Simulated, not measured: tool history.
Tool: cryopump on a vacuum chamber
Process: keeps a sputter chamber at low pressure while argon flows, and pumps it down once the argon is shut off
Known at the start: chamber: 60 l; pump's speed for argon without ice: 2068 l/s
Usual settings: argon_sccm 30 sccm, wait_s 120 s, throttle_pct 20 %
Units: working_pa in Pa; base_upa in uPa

Run 1, hour 0.0: usual settings. Result: working_pa 0.1243 Pa, base_upa 0.82 uPa.
Run 2, hour 10.4: usual settings. Result: working_pa 0.1233 Pa, base_upa 0.77 uPa.
Run 3, hour 25.3: usual settings. Result: working_pa 0.1233 Pa, base_upa 0.78 uPa.
Run 4, hour 40.9: usual settings but wait_s 252 s. Result: working_pa 0.1238 Pa, base_upa 0.50 uPa.
Run 5, hour 58.4: usual settings but wait_s 43 s. Result: working_pa 0.1236 Pa, base_upa 1.78 uPa.
Run 6, hour 76.4: usual settings but argon_sccm 12 sccm. Result: working_pa 0.0500 Pa, base_upa 0.79 uPa.
Run 7, hour 88.7: usual settings but throttle_pct 34 %. Result: working_pa 0.0740 Pa, base_upa 0.80 uPa.
Run 8, hour 101.9: usual settings but throttle_pct 34 %. Result: working_pa 0.0740 Pa, base_upa 0.79 uPa.
Run 9, hour 117.5: usual settings but argon_sccm 24 sccm, throttle_pct 34 %. Result: working_pa 0.0594 Pa, base_upa 0.78 uPa.
Run 10, hour 135.4: usual settings but argon_sccm 24 sccm, throttle_pct 34 %. Result: working_pa 0.0597 Pa, base_upa 0.83 uPa.
Run 11, hour 145.9: usual settings but argon_sccm 24 sccm, throttle_pct 34 %. Result: working_pa 0.0595 Pa, base_upa 0.81 uPa.
Run 12, hour 161.4: usual settings but argon_sccm 24 sccm, throttle_pct 34 %. Result: working_pa 0.0595 Pa, base_upa 0.79 uPa.
Run 13, hour 174.0: usual settings but argon_sccm 24 sccm, throttle_pct 34 %. Result: working_pa 0.0591 Pa, base_upa 0.81 uPa.
Run 14, hour 183.6: usual settings but argon_sccm 24 sccm, throttle_pct 34 %. Result: working_pa 0.0599 Pa, base_upa 0.82 uPa.
Run 15, hour 198.4: usual settings but argon_sccm 24 sccm, throttle_pct 34 %. Result: working_pa 0.0592 Pa, base_upa 0.83 uPa.
Run 16, hour 215.8: usual settings but argon_sccm 32 sccm. Result: working_pa 0.1339 Pa, base_upa 0.81 uPa.
Run 17, hour 232.8: usual settings but argon_sccm 32 sccm. Result: working_pa 0.1339 Pa, base_upa 0.78 uPa.
Run 18, hour 242.1: usual settings but argon_sccm 32 sccm. Result: working_pa 0.1347 Pa, base_upa 0.81 uPa.
Run 19, hour 253.4: usual settings but argon_sccm 21 sccm, wait_s 37 s, throttle_pct 19 %. Result: working_pa 0.0913 Pa, base_upa 2.05 uPa.
Run 20, hour 264.4: usual settings but throttle_pct 28 %. Result: working_pa 0.0908 Pa, base_upa 0.79 uPa.
Run 21, hour 282.5: usual settings but argon_sccm 37 sccm, wait_s 29 s, throttle_pct 23 %. Result: working_pa 0.1357 Pa, base_upa 2.43 uPa.
Run 22, hour 297.6: usual settings but argon_sccm 37 sccm, wait_s 29 s, throttle_pct 23 %. Result: working_pa 0.1356 Pa, base_upa 2.48 uPa.
Run 23, hour 310.0: usual settings but argon_sccm 50 sccm, wait_s 56 s, throttle_pct 42 %. Result: working_pa 0.1030 Pa, base_upa 1.45 uPa.
Run 24, hour 327.3: usual settings but argon_sccm 50 sccm, wait_s 56 s, throttle_pct 42 %. Result: working_pa 0.1035 Pa, base_upa 1.45 uPa.
Run 25, hour 335.9: usual settings but argon_sccm 50 sccm, wait_s 56 s, throttle_pct 32 %. Result: working_pa 0.1347 Pa, base_upa 1.47 uPa.
Run 26, hour 350.9: usual settings but argon_sccm 37 sccm, wait_s 222 s, throttle_pct 32 %. Result: working_pa 0.0984 Pa, base_upa 0.61 uPa.
Run 27, hour 365.6: usual settings but argon_sccm 37 sccm, wait_s 222 s, throttle_pct 32 %. Result: working_pa 0.1002 Pa, base_upa 0.57 uPa.
Run 28, hour 378.9: usual settings but argon_sccm 31 sccm, wait_s 30 s. Result: working_pa 0.1311 Pa, base_upa 2.42 uPa.
Run 29, hour 386.9: usual settings but argon_sccm 19 sccm, wait_s 108 s, throttle_pct 40 %. Result: working_pa 0.0417 Pa, base_upa 0.90 uPa.
Run 30, hour 403.9: usual settings but argon_sccm 19 sccm, wait_s 108 s, throttle_pct 40 %. Result: working_pa 0.0424 Pa, base_upa 0.90 uPa.
Run 31, hour 415.6: usual settings but argon_sccm 35 sccm, wait_s 62 s, throttle_pct 52 %. Result: working_pa 0.0610 Pa, base_upa 1.35 uPa.
Run 32, hour 428.9: usual settings but argon_sccm 35 sccm, wait_s 62 s, throttle_pct 52 %. Result: working_pa 0.0599 Pa, base_upa 1.32 uPa.
Run 33, hour 447.3: usual settings but argon_sccm 35 sccm, wait_s 52 s, throttle_pct 58 %. Result: working_pa 0.0557 Pa, base_upa 1.56 uPa.

4 ways to go on from here, each from the tool as it stands after run 33. What would each give?
Run A, hour 455.8: usual settings but argon_sccm 15 sccm, wait_s 60 s, throttle_pct 37 %. Result: working_pa ?, base_upa ?.
Run B, hour 455.8: usual settings but argon_sccm 34 sccm. Result: working_pa ?, base_upa ?.
Run C, hour 455.8: usual settings but argon_sccm 51 sccm, wait_s 199 s, throttle_pct 49 %. Result: working_pa ?, base_upa ?.
Run D, hour 455.8: usual settings but argon_sccm 19 sccm, wait_s 218 s, throttle_pct 23 %. Result: working_pa ?, base_upa ?.

run  working_pa  base_upa
  A      0.0360      1.36
  B      0.1437      0.86
  C      0.0940      0.64
  D      0.0703      0.63
Without the tool's hidden state the same runs would have given:
run  working_pa  base_upa
  A      0.0334      1.19
  B      0.1379      0.68
  C      0.0853      0.46
  D      0.0670      0.46

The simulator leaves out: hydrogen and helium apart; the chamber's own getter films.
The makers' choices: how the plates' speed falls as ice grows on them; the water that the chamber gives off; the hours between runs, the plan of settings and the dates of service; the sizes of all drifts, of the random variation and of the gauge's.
